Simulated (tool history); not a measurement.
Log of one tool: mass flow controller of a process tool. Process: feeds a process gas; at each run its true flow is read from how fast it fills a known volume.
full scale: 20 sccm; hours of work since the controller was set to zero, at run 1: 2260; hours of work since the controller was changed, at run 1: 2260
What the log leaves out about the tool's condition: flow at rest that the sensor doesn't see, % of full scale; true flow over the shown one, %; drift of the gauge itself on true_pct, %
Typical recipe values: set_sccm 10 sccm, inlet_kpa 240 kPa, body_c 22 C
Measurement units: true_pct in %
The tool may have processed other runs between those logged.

| run | hour | set_sccm | inlet_kpa | body_c | hours of work since the controller was set to zero | hours of work since the controller was changed | true_pct |
|---|---|---|---|---|---|---|---|
| 1 | 0 | 10 | 240 | 22 | 2260 | 2260 | 99.63 |
| 2 | 94.3 | 10 | 240 | 22 | 2328 | 2328 | 99.79 |
| 3 | 224 | 10 | 240 | 21 | 2422 | 2422 | 99.76 |
| 4 | 302.4 | 10 | 240 | 21 | 2479 | 2479 | 99.79 |
| 5 | 440.9 | 10 | 240 | 21 | 2580 | 2580 | 99.75 |
| 6 | 561.2 | 10 | 240 | 21 | 2667 | 2667 | 99.96 |
| 7 | 722.8 | 10 | 240 | 36 | 2784 | 2784 | 99.53 |
| 8 | 791.7 | 10 | 240 | 36 | 2834 | 2834 | 99.41 |
| 9 | 944.9 | 10 | 240 | 22 | 2945 | 2945 | 100.17 |
| 10 | 1027.3 | 10 | 240 | 22 | 3005 | 3005 | 100.08 |
| 11 | 1190.2 | 10 | 240 | 22 | 3123 | 3123 | 100.28 |
| 12 | 1295.3 | 10 | 240 | 22 | 3199 | 3199 | 100.28 |
| 13 | 1440.4 | 10 | 265 | 22 | 3304 | 3304 | 100.38 |
| 14 | 1551 | 10 | 178 | 29 | 3384 | 3384 | 99.78 |
| 15 | 1649.4 | 10 | 178 | 29 | 3456 | 3456 | 99.7 |
| 16 | 1769.2 | 3 | 228 | 35 | 3543 | 3543 | 99.41 |
| 17 | 1903.9 | 3 | 228 | 35 | 3640 | 3640 | 99.5 |
| 18 | 2059.6 | 3 | 228 | 35 | 3753 | 3753 | 99.72 |
| 19 | 2191.6 | 10 | 240 | 20 | 3849 | 3849 | 100.58 |
| 20 | 2309.4 | 10 | 222 | 37 | 3934 | 3934 | 100.06 |
| 21 | 2478.1 | 15 | 167 | 37 | 4056 | 4056 | 99.94 |

Below are 4 alternative next runs, each starting from the tool's condition after run 21. Predict each:
| A | 2554.7 | 10 | 162 | 27 | 4112 | 4112 | ? |
| B | 2554.7 | 10 | 140 | 29 | 4112 | 4112 | ? |
| C | 2554.7 | 5 | 168 | 30 | 4112 | 4112 | ? |
| D | 2554.7 | 18 | 230 | 27 | 4112 | 4112 | ? |

| run | true_pct |
|---|---|
| A | 100 |
| B | 99.82 |
| C | 99.68 |
| D | 100.99 |
Without the tool's hidden state the same runs would have given:
| run | true_pct |
|---|---|
| A | 98.95 |
| B | 98.77 |
| C | 98.64 |
| D | 99.93 |
